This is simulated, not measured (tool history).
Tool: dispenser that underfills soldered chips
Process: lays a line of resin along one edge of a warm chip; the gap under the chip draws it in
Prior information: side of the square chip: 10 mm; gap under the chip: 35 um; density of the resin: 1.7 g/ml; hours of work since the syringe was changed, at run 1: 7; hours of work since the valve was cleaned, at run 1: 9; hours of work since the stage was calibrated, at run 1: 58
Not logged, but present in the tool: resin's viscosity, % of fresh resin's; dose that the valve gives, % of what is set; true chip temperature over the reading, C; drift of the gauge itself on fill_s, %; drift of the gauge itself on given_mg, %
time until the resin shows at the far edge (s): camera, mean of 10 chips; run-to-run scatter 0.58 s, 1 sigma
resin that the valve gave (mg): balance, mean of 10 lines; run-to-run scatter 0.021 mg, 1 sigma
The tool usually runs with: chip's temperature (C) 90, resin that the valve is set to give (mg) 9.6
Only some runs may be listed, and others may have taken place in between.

| run | hour | chip's temperature (C) | resin that the valve is set to give (mg) | hours of work since the syringe was changed | hours of work since the valve was cleaned | hours of work since the stage was calibrated | time until the resin shows at the far edge (s) | resin that the valve gave (mg) |
|---|---|---|---|---|---|---|---|---|
| 1 | 0 | 90 | 9.6 | 7 | 9 | 58 | 90.9 | 9.57 |
|  | 1.2 | new syringe of resin |
| 2 | 7.3 | 90 | 9.6 | 4 | 14 | 63 | 68.2 | 9.51 |
|  | 13.5 | new syringe of resin |
| 3 | 19.8 | 90 | 9.6 | 4 | 21 | 70 | 68.3 | 9.46 |
|  | 25.7 | new syringe of resin |
| 4 | 29.2 | 90 | 9.6 | 2 | 27 | 76 | 59 | 9.42 |
|  | 38.3 | new syringe of resin |
| 5 | 42 | 90 | 11.97 | 2 | 35 | 84 | 59.8 | 11.66 |
| 6 | 50.1 | 90 | 11.97 | 7 | 40 | 89 | 90.2 | 11.64 |
|  | 51.6 | new syringe of resin |
| 7 | 57.5 | 90 | 11.97 | 4 | 45 | 94 | 66.6 | 11.61 |
|  | 64.3 | new syringe of resin |
| 8 | 68.3 | 101 | 9.6 | 3 | 51 | 100 | 45 | 9.23 |
| 9 | 74.6 | 101 | 9.6 | 6 | 55 | 104 | 61.2 | 9.21 |
|  | 77.3 | new syringe of resin |
| 10 | 83.1 | 90 | 10.61 | 4 | 60 | 109 | 66.2 | 10.15 |
|  | 90.1 | new syringe of resin |
|  | 91.9 | dispensing valve cleaned and set on the balance |
| 11 | 93.1 | 90 | 9.6 | 1 | 1 | 115 | 54.9 | 9.61 |
|  | 104 | new syringe of resin |
| 12 | 105.7 | 78 | 9.6 | 1 | 9 | 123 | 78.2 | 9.59 |
|  | 116.3 | new syringe of resin |
| 13 | 116.5 | 78 | 9.6 | 0 | 15 | 129 | 71.1 | 9.55 |
| 14 | 124.8 | 78 | 9.6 | 5 | 20 | 134 | 108.7 | 9.43 |
|  | 128.8 | new syringe of resin |
| 15 | 135.7 | 90 | 9.6 | 4 | 27 | 141 | 69.9 | 9.38 |
|  | 141.4 | new syringe of resin |
| 16 | 148.3 | 90 | 8.86 | 4 | 35 | 149 | 74.4 | 8.64 |
|  | 154.1 | new syringe of resin |
| 17 | 157.6 | 90 | 9.6 | 2 | 41 | 155 | 59.4 | 9.27 |
| 18 | 165.2 | 82 | 10.49 | 7 | 45 | 159 | 110.4 | 10.16 |
|  | 166.7 | new syringe of resin |
| 19 | 175.4 | 82 | 10.49 | 5 | 52 | 166 | 96.8 | 10.07 |
|  | 179.4 | new syringe of resin |
| 20 | 186 | 96 | 8.23 | 4 | 58 | 172 | 61.1 | 7.88 |
|  | 192.6 | new syringe of resin |
|  | 197.8 | dispensing valve cleaned and set on the balance |
| 21 | 200.4 | 94 | 11.6 | 4 | 2 | 180 | 62.1 | 11.6 |
|  | 206.5 | new syringe of resin |
| 22 | 207.3 | 94 | 11.6 | 1 | 6 | 185 | 45 | 11.53 |
|  | 219.2 | new syringe of resin |
| 23 | 219.8 | 76 | 8.3 | 0 | 13 | 192 | 79.9 | 8.26 |
| 24 | 227.3 | 76 | 8.3 | 5 | 18 | 197 | 115.5 | 8.15 |
|  | 231.9 | new syringe of resin |
| 25 | 237.1 | 76 | 8.3 | 3 | 24 | 203 | 99.8 | 8.18 |
|  | 245.2 | new syringe of resin |
| 26 | 249.6 | 97 | 11.63 | 3 | 32 | 211 | 49.9 | 11.32 |
|  | 257.5 | new syringe of resin |
| 27 | 261.2 | 93 | 9.6 | 2 | 39 | 218 | 54.7 | 9.32 |
| 28 | 269.1 | 95 | 10.85 | 7 | 44 | 223 | 77.1 | 10.52 |
|  | 270.5 | new syringe of resin |
| 29 | 279.1 | 95 | 10.85 | 5 | 50 | 229 | 67.2 | 10.43 |
|  | 283.2 | new syringe of resin |
| 30 | 288.4 | 95 | 10.85 | 3 | 56 | 235 | 54.9 | 10.36 |
| 31 | 295.1 | 105 | 9.2 | 8 | 60 | 239 | 61.4 | 8.77 |
|  | 296.6 | new syringe of resin |
|  | 303.6 | dispensing valve cleaned and set on the balance |
| 32 | 305.9 | 85 | 9.6 | 5 | 1 | 245 | 87.4 | 9.6 |
|  | 309.8 | new syringe of resin |
| 33 | 318.1 | 81 | 11.39 | 5 | 9 | 252 | 97 | 11.33 |
|  | 322.4 | new syringe of resin |
| 34 | 326.3 | 101 | 11.39 | 2 | 14 | 257 | 42.6 | 11.33 |

Hidden state at the last listed run before each entry between runs and at the first one after, where it differs:
From run 1 to run 2: new syringe of resin (hour 1.2)
  resin's viscosity, % of fresh resin's: 176.6 -> 139.2; dose that the valve gives, % of what is set: 99.4 -> 99.07; true chip temperature over the reading, C: -0.08 -> -0.07
  measured result minus the result with no hidden state, time until the resin shows at the far edge (s): +39.4 -> +19.4; resin that the valve gave (mg): -0.06 -> -0.09
From run 2 to run 3: new syringe of resin (hour 13.5)
  resin's viscosity, % of fresh resin's: 139.2 -> 138.9; dose that the valve gives, % of what is set: 99.07 -> 98.49; true chip temperature over the reading, C: -0.07 -> -0.05
  measured result minus the result with no hidden state, time until the resin shows at the far edge (s): +19.4 -> +19.4; resin that the valve gave (mg): -0.09 -> -0.15
From run 3 to run 4: new syringe of resin (hour 25.7)
  resin's viscosity, % of fresh resin's: 138.9 -> 118.3; dose that the valve gives, % of what is set: 98.49 -> 98.05; true chip temperature over the reading, C: -0.05 -> -0.04
  measured result minus the result with no hidden state, time until the resin shows at the far edge (s): +19.4 -> +9.3; resin that the valve gave (mg): -0.15 -> -0.18
From run 4 to run 5: new syringe of resin (hour 38.3)
  resin's viscosity, % of fresh resin's: 118.3 -> 122.1; dose that the valve gives, % of what is set: 98.05 -> 97.47; true chip temperature over the reading, C: -0.04 -> -0.02
  measured result minus the result with no hidden state, time until the resin shows at the far edge (s): +9.3 -> +11; resin that the valve gave (mg): -0.18 -> -0.3
From run 6 to run 7: new syringe of resin (hour 51.6)
  resin's viscosity, % of fresh resin's: 183.8 -> 134.6; dose that the valve gives, % of what is set: 97.08 -> 96.78; true chip temperature over the reading, C: 0 -> 0.01
  measured result minus the result with no hidden state, time until the resin shows at the far edge (s): +41.3 -> +17.2; resin that the valve gave (mg): -0.35 -> -0.38
From run 7 to run 8: new syringe of resin (hour 64.3)
  resin's viscosity, % of fresh resin's: 134.6 -> 120.6; dose that the valve gives, % of what is set: 96.78 -> 96.32; true chip temperature over the reading, C: 0.01 -> 0.02
  measured result minus the result with no hidden state, time until the resin shows at the far edge (s): +17.2 -> +7.9; resin that the valve gave (mg): -0.38 -> -0.35
From run 9 to run 10: new syringe of resin (hour 77.3)
  resin's viscosity, % of fresh resin's: 166 -> 133.3; dose that the valve gives, % of what is set: 96.04 -> 95.63; true chip temperature over the reading, C: 0.03 -> 0.05
  measured result minus the result with no hidden state, time until the resin shows at the far edge (s): +24.7 -> +16.6; resin that the valve gave (mg): -0.38 -> -0.46
From run 10 to run 11: new syringe of resin (hour 90.1); dispensing valve cleaned and set on the balance (hour 91.9)
  resin's viscosity, % of fresh resin's: 133.3 -> 111.3; dose that the valve gives, % of what is set: 95.63 -> 100.08; true chip temperature over the reading, C: 0.05 -> 0.06
  measured result minus the result with no hidden state, time until the resin shows at the far edge (s): +16.6 -> +5.5; resin that the valve gave (mg): -0.46 -> +0.01
From run 11 to run 12: new syringe of resin (hour 104)
  resin's viscosity, % of fresh resin's: 111.3 -> 109.3; dose that the valve gives, % of what is set: 100.08 -> 99.47; true chip temperature over the reading, C: 0.06 -> 0.08
  measured result minus the result with no hidden state, time until the resin shows at the far edge (s): +5.5 -> +6.5; resin that the valve gave (mg): +0.01 -> -0.05
From run 12 to run 13: new syringe of resin (hour 116.3)
  resin's viscosity, % of fresh resin's: 109.3 -> 100.1; dose that the valve gives, % of what is set: 99.47 -> 98.99; true chip temperature over the reading, C: 0.08 -> 0.1
  measured result minus the result with no hidden state, time until the resin shows at the far edge (s): +6.5 -> +0; resin that the valve gave (mg): -0.05 -> -0.1
From run 14 to run 15: new syringe of resin (hour 128.8)
  resin's viscosity, % of fresh resin's: 152.3 -> 140.4; dose that the valve gives, % of what is set: 98.59 -> 98.05; true chip temperature over the reading, C: 0.11 -> 0.13
  measured result minus the result with no hidden state, time until the resin shows at the far edge (s): +37.2 -> +20.1; resin that the valve gave (mg): -0.13 -> -0.19
From run 15 to run 16: new syringe of resin (hour 141.4)
  resin's viscosity, % of fresh resin's: 140.4 -> 145.1; dose that the valve gives, % of what is set: 98.05 -> 97.48; true chip temperature over the reading, C: 0.13 -> 0.15
  measured result minus the result with no hidden state, time until the resin shows at the far edge (s): +20.1 -> +23.1; resin that the valve gave (mg): -0.19 -> -0.22
From run 16 to run 17: new syringe of resin (hour 154.1)
  resin's viscosity, % of fresh resin's: 145.1 -> 119.9; dose that the valve gives, % of what is set: 97.48 -> 97.05; true chip temperature over the reading, C: 0.15 -> 0.16
  measured result minus the result with no hidden state, time until the resin shows at the far edge (s): +23.1 -> +9.8; resin that the valve gave (mg): -0.22 -> -0.28
From run 18 to run 19: new syringe of resin (hour 166.7)
  resin's viscosity, % of fresh resin's: 176.7 -> 155.2; dose that the valve gives, % of what is set: 96.74 -> 96.28; true chip temperature over the reading, C: 0.17 -> 0.19
  measured result minus the result with no hidden state, time until the resin shows at the far edge (s): +47.8 -> +34.3; resin that the valve gave (mg): -0.35 -> -0.39
From run 19 to run 20: new syringe of resin (hour 179.4)
  resin's viscosity, % of fresh resin's: 155.2 -> 137.6; dose that the valve gives, % of what is set: 96.28 -> 95.81; true chip temperature over the reading, C: 0.19 -> 0.21
  measured result minus the result with no hidden state, time until the resin shows at the far edge (s): +34.3 -> +17; resin that the valve gave (mg): -0.39 -> -0.35
From run 20 to run 21: new syringe of resin (hour 192.6); dispensing valve cleaned and set on the balance (hour 197.8)
  resin's viscosity, % of fresh resin's: 137.6 -> 140.6; dose that the valve gives, % of what is set: 95.81 -> 99.83; true chip temperature over the reading, C: 0.21 -> 0.23
  measured result minus the result with no hidden state, time until the resin shows at the far edge (s): +17 -> +17.5; resin that the valve gave (mg): -0.35 -> -0.02
From run 21 to run 22: new syringe of resin (hour 206.5)
  resin's viscosity, % of fresh resin's: 140.6 -> 104.4; dose that the valve gives, % of what is set: 99.83 -> 99.56; true chip temperature over the reading, C: 0.23 -> 0.24
  measured result minus the result with no hidden state, time until the resin shows at the far edge (s): +17.5 -> +1.6; resin that the valve gave (mg): -0.02 -> -0.06
From run 22 to run 23: new syringe of resin (hour 219.2)
  resin's viscosity, % of fresh resin's: 104.4 -> 103.1; dose that the valve gives, % of what is set: 99.56 -> 98.99; true chip temperature over the reading, C: 0.24 -> 0.26
  measured result minus the result with no hidden state, time until the resin shows at the far edge (s): +1.6 -> +2; resin that the valve gave (mg): -0.06 -> -0.08
From run 24 to run 25: new syringe of resin (hour 231.9)
  resin's viscosity, % of fresh resin's: 151.1 -> 131; dose that the valve gives, % of what is set: 98.6 -> 98.17; true chip temperature over the reading, C: 0.27 -> 0.28
  measured result minus the result with no hidden state, time until the resin shows at the far edge (s): +38.7 -> +23.3; resin that the valve gave (mg): -0.12 -> -0.15
From run 25 to run 26: new syringe of resin (hour 245.2)
  resin's viscosity, % of fresh resin's: 131 -> 122.3; dose that the valve gives, % of what is set: 98.17 -> 97.63; true chip temperature over the reading, C: 0.28 -> 0.3
  measured result minus the result with no hidden state, time until the resin shows at the far edge (s): +23.3 -> +8.8; resin that the valve gave (mg): -0.15 -> -0.27
From run 26 to run 27: new syringe of resin (hour 257.5)
  resin's viscosity, % of fresh resin's: 122.3 -> 120.2; dose that the valve gives, % of what is set: 97.63 -> 97.12; true chip temperature over the reading, C: 0.3 -> 0.32
  measured result minus the result with no hidden state, time until the resin shows at the far edge (s): +8.8 -> +8.9; resin that the valve gave (mg): -0.27 -> -0.28
From run 28 to run 29: new syringe of resin (hour 270.5)
  resin's viscosity, % of fresh resin's: 179.5 -> 155.7; dose that the valve gives, % of what is set: 96.77 -> 96.32; true chip temperature over the reading, C: 0.33 -> 0.35
  measured result minus the result with no hidden state, time until the resin shows at the far edge (s): +34.2 -> +23.7; resin that the valve gave (mg): -0.35 -> -0.4
From run 29 to run 30: new syringe of resin (hour 283.2)
  resin's viscosity, % of fresh resin's: 155.7 -> 128.7; dose that the valve gives, % of what is set: 96.32 -> 95.89; true chip temperature over the reading, C: 0.35 -> 0.36
  measured result minus the result with no hidden state, time until the resin shows at the far edge (s): +23.7 -> +11.8; resin that the valve gave (mg): -0.4 -> -0.44
From run 31 to run 32: new syringe of resin (hour 296.6); dispensing valve cleaned and set on the balance (hour 303.6)
  resin's viscosity, % of fresh resin's: 180.6 -> 153.4; dose that the valve gives, % of what is set: 95.58 -> 100.13; true chip temperature over the reading, C: 0.37 -> 0.39
  measured result minus the result with no hidden state, time until the resin shows at the far edge (s): +27.1 -> +29.9; resin that the valve gave (mg): -0.41 -> +0.01
From run 32 to run 33: new syringe of resin (hour 309.8)
  resin's viscosity, % of fresh resin's: 153.4 -> 152.7; dose that the valve gives, % of what is set: 100.13 -> 99.58; true chip temperature over the reading, C: 0.39 -> 0.4
  measured result minus the result with no hidden state, time until the resin shows at the far edge (s): +29.9 -> +32.8; resin that the valve gave (mg): +0.01 -> -0.05
From run 33 to run 34: new syringe of resin (hour 322.4)
  resin's viscosity, % of fresh resin's: 152.7 -> 120.2; dose that the valve gives, % of what is set: 99.58 -> 99.24; true chip temperature over the reading, C: 0.4 -> 0.42
  measured result minus the result with no hidden state, time until the resin shows at the far edge (s): +32.8 -> +6.7; resin that the valve gave (mg): -0.05 -> -0.09

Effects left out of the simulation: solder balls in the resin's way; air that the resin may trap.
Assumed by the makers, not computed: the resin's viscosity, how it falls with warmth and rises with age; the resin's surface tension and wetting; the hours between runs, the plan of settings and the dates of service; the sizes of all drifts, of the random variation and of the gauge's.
